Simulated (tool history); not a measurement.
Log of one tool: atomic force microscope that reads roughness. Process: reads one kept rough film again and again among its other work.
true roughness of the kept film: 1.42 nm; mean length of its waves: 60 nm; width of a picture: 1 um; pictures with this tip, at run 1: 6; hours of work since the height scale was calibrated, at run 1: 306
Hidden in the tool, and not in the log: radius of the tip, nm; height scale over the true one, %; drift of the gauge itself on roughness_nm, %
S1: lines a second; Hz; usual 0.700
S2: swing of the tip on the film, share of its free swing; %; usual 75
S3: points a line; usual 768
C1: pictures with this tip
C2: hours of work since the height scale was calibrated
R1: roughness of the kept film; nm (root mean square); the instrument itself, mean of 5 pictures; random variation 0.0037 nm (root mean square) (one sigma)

| run | hour | S1 | S2 | S3 | C1 | C2 | R1 |
|---|---|---|---|---|---|---|---|
| 1 | 0.0 | 0.700 | 75 | 768 | 6 | 306 | 1.361 |
| 2 | 25.0 | 0.700 | 75 | 768 | 32 | 321 | 1.351 |
|  | 62.6 | new tip fitted |
| 3 | 65.3 | 0.700 | 75 | 768 | 3 | 345 | 1.358 |
| 4 | 105.3 | 0.919 | 75 | 768 | 45 | 369 | 1.335 |
|  | 130.2 | new tip fitted |
| 5 | 142.3 | 0.700 | 75 | 768 | 13 | 391 | 1.360 |
| 6 | 186.5 | 0.700 | 75 | 768 | 60 | 417 | 1.340 |
|  | 198.8 | new tip fitted |
| 7 | 234.0 | 0.700 | 75 | 768 | 37 | 445 | 1.353 |
|  | 238.7 | height scale calibrated on a step standard |
| 8 | 257.6 | 1.294 | 80 | 768 | 61 | 11 | 1.289 |
|  | 265.8 | new tip fitted |
| 9 | 292.9 | 1.294 | 80 | 768 | 29 | 32 | 1.296 |
|  | 335.0 | new tip fitted |
| 10 | 337.4 | 3.229 | 62 | 584 | 2 | 59 | 1.312 |
|  | 343.0 | height scale calibrated on a step standard, once more |
| 11 | 367.6 | 3.229 | 62 | 584 | 34 | 15 | 1.309 |
|  | 402.8 | new tip fitted |
| 12 | 405.2 | 2.488 | 72 | 817 | 2 | 37 | 1.289 |
| 13 | 432.3 | 1.221 | 75 | 645 | 31 | 53 | 1.325 |
| 14 | 460.2 | 1.221 | 85 | 645 | 61 | 70 | 1.280 |

Hidden state or all else? Some run-to-run changes of R1, split into what the settings, what came in and random variation would give without the hidden state, and what is left for the hidden state (with any gauge scatter that isn't in both results):
Run 5 -> 6: no setting changed, nothing entered. R1 -0.020 nm (root mean square): hidden state -0.015, all else -0.005.
Run 7 -> 8: S1 0.700 -> 1.294, S2 75 -> 80, height scale calibrated on a step standard. R1 -0.064 nm (root mean square): hidden state -0.008, all else -0.056.

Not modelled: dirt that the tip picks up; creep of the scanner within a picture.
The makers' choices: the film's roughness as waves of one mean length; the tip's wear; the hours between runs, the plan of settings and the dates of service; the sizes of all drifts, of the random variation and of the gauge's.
